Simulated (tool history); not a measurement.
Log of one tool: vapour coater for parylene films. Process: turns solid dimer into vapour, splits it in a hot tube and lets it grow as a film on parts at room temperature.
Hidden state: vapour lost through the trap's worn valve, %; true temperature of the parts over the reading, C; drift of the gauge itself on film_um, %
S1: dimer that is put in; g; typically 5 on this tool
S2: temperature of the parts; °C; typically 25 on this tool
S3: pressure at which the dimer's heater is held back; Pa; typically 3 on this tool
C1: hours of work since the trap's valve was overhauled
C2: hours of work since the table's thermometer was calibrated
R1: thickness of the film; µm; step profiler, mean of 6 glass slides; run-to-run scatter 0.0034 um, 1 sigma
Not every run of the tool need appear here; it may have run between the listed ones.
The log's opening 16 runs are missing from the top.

{"run": 17, "day": 28.462, "S1": 6, "S2": 25, "S3": 3, "C1": 81, "C2": 954, "R1": 1.222}
{"run": 18, "day": 29.846, "S1": 5, "S2": 25, "S3": 3, "C1": 97, "C2": 970, "R1": 1.012}
{"day": 30.538, "done": "trap's valve overhauled, once more"}
{"run": 19, "day": 31.288, "S1": 5, "S2": 23, "S3": 3, "C1": 9, "C2": 984, "R1": 1.193}
{"run": 20, "day": 32.496, "S1": 5, "S2": 23, "S3": 3, "C1": 23, "C2": 999, "R1": 1.192}
{"run": 21, "day": 33.783, "S1": 5, "S2": 25, "S3": 3, "C1": 38, "C2": 1013, "R1": 1.14}
{"run": 22, "day": 35.162, "S1": 5, "S2": 25, "S3": 4.38, "C1": 54, "C2": 1030, "R1": 1.054}
{"run": 23, "day": 36.888, "S1": 4, "S2": 26, "S3": 4.38, "C1": 74, "C2": 1050, "R1": 0.824}
{"run": 24, "day": 38.412, "S1": 4, "S2": 26, "S3": 4.38, "C1": 92, "C2": 1067, "R1": 0.816}
{"run": 25, "day": 39.638, "S1": 7, "S2": 26, "S3": 4.38, "C1": 106, "C2": 1082, "R1": 1.43}
{"run": 26, "day": 40.917, "S1": 4, "S2": 26, "S3": 5.75, "C1": 121, "C2": 1097, "R1": 0.773}

Expected results for the next run?
{"run": 27, "day": 42.875, "S1": 4, "S2": 26, "S3": 5.75, "C1": 144, "C2": 1119, "R1": "?"}

Run 27 produced R1 0.768 µm.
Without the tool's hidden state the same run would have given R1 0.77 µm.
